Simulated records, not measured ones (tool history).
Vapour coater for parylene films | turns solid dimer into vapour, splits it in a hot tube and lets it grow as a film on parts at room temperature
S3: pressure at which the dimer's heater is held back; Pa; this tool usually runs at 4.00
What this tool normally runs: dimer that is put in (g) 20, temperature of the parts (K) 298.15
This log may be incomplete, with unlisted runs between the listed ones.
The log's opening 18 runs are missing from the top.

Run 19, hour 235.1: usual settings but S3 7.77 Pa. Result: thickness of the film (um) 5.62.
Run 20, hour 246.4: usual settings but dimer that is put in (g) 26. Result: thickness of the film (um) 7.94.
Run 21, hour 261.5: usual settings but dimer that is put in (g) 26. Result: thickness of the film (um) 7.93.
Run 22, hour 271.7: usual settings but dimer that is put in (g) 26. Result: thickness of the film (um) 8.00.
Run 23, hour 280.2: usual settings but dimer that is put in (g) 26. Result: thickness of the film (um) 8.01.
Run 24, hour 289.1: usual settings but dimer that is put in (g) 26, temperature of the parts (K) 291.15. Result: thickness of the film (um) 10.21.
Run 25, hour 301.4: usual settings but temperature of the parts (K) 303.15, S3 7.07 Pa. Result: thickness of the film (um) 4.78.
Run 26, hour 319.9: usual settings but temperature of the parts (K) 303.15, S3 7.07 Pa. Result: thickness of the film (um) 4.82.

Run 27 is up next; what results do you expect?
Run 27, hour 331.0: usual settings but dimer that is put in (g) 28, S3 3.54 Pa. Result: thickness of the film (um) ?.

thickness of the film (um): 8.82
With no hidden state in the tool, this same run would have given thickness of the film (um) 8.86.
